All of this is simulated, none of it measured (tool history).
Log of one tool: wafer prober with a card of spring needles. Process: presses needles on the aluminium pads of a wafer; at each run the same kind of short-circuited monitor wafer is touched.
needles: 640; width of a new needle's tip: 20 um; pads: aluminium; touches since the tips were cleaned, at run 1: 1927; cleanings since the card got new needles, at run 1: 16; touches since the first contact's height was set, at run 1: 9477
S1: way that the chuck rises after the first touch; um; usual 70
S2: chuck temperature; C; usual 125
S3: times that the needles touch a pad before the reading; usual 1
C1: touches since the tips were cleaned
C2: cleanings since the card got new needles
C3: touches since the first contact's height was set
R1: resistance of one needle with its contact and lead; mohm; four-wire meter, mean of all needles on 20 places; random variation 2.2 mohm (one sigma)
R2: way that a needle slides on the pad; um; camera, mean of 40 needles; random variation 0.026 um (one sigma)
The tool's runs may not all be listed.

| run | hour | S1 | S2 | S3 | C1 | C2 | C3 | R1 | R2 |
|---|---|---|---|---|---|---|---|---|---|
| 1 | 0 | 70 | 125 | 1 | 1927 | 16 | 9477 | 240 | 12.41 |
|  | 35.3 | tips cleaned on abrasive film |
| 2 | 46.5 | 70 | 125 | 1 | 1936 | 17 | 17524 | 245 | 12.44 |
|  | 84.7 | tips cleaned on abrasive film |
| 3 | 102.3 | 70 | 62 | 1 | 3043 | 18 | 27186 | 225 | 12.38 |
|  | 131 | tips cleaned on abrasive film |
|  | 176.8 | tips cleaned on abrasive film |
| 4 | 176.8 | 70 | 125 | 1 | 0 | 20 | 40079 | 245 | 12.43 |
|  | 221.1 | tips cleaned on abrasive film |
| 5 | 221.1 | 70 | 125 | 1 | 0 | 21 | 47759 | 241 | 12.42 |
| 6 | 255.7 | 70 | 125 | 1 | 6002 | 21 | 53761 | 242 | 12.38 |
|  | 270.7 | tips cleaned on abrasive film |
| 7 | 287.5 | 70 | 125 | 3 | 2917 | 22 | 59258 | 242 | 12.39 |
|  | 319.4 | tips cleaned on abrasive film |
| 8 | 346.3 | 70 | 125 | 1 | 4677 | 23 | 69445 | 241 | 12.39 |
|  | 363.2 | tips cleaned on abrasive film |
| 9 | 380.4 | 70 | 125 | 2 | 2980 | 24 | 75336 | 240 | 12.43 |
|  | 407.2 | tips cleaned on abrasive film |
| 10 | 449.2 | 82 | 125 | 1 | 7286 | 25 | 87257 | 241 | 14.6 |
|  | 454.2 | tips cleaned on abrasive film |
|  | 502.1 | tips cleaned on abrasive film |
| 11 | 526.4 | 82 | 125 | 1 | 4221 | 27 | 100619 | 241 | 14.54 |
|  | 546.6 | tips cleaned on abrasive film |
|  | 591.3 | tips cleaned on abrasive film |
| 12 | 597.1 | 60 | 125 | 1 | 1004 | 29 | 112840 | 243 | 10.66 |
|  | 641.5 | tips cleaned on abrasive film |
| 13 | 642.6 | 60 | 125 | 1 | 180 | 30 | 120715 | 243 | 10.67 |
|  | 686.6 | tips cleaned on abrasive film |
| 14 | 698.5 | 60 | 125 | 1 | 2059 | 31 | 130399 | 247 | 10.64 |
|  | 734 | tips cleaned on abrasive film |
|  | 739.2 | height of the first contact set anew |
| 15 | 752 | 60 | 125 | 1 | 3062 | 32 | 2218 | 244 | 10.65 |
|  | 778.3 | tips cleaned on abrasive film |
| 16 | 807.5 | 73 | 54 | 2 | 5076 | 33 | 11838 | 229 | 12.9 |
|  | 825.6 | tips cleaned on abrasive film |
|  | 870.1 | tips cleaned on abrasive film |
| 17 | 885.2 | 70 | 116 | 2 | 2620 | 35 | 25285 | 242 | 12.41 |
|  | 915.6 | tips cleaned on abrasive film |
| 18 | 917.3 | 70 | 116 | 2 | 299 | 36 | 30833 | 236 | 12.46 |
|  | 963.7 | tips cleaned on abrasive film |
| 19 | 979.8 | 74 | 43 | 1 | 2785 | 37 | 41648 | 219 | 13.15 |
|  | 1007.5 | tips cleaned on abrasive film |
| 20 | 1034.9 | 77 | 42 | 2 | 4742 | 38 | 51193 | 218 | 13.65 |

Run 21 comes next. What will it give?
|  | 1051.2 | tips cleaned on abrasive film |
| 21 | 1070.7 | 51 | 36 | 2 | 3383 | 39 | 57389 | ? | ? |

R1: 230 mohm
R2: 9.07 um
Without the tool's hidden state the same run would have given R1 230 mohm, R2 9.07 um.
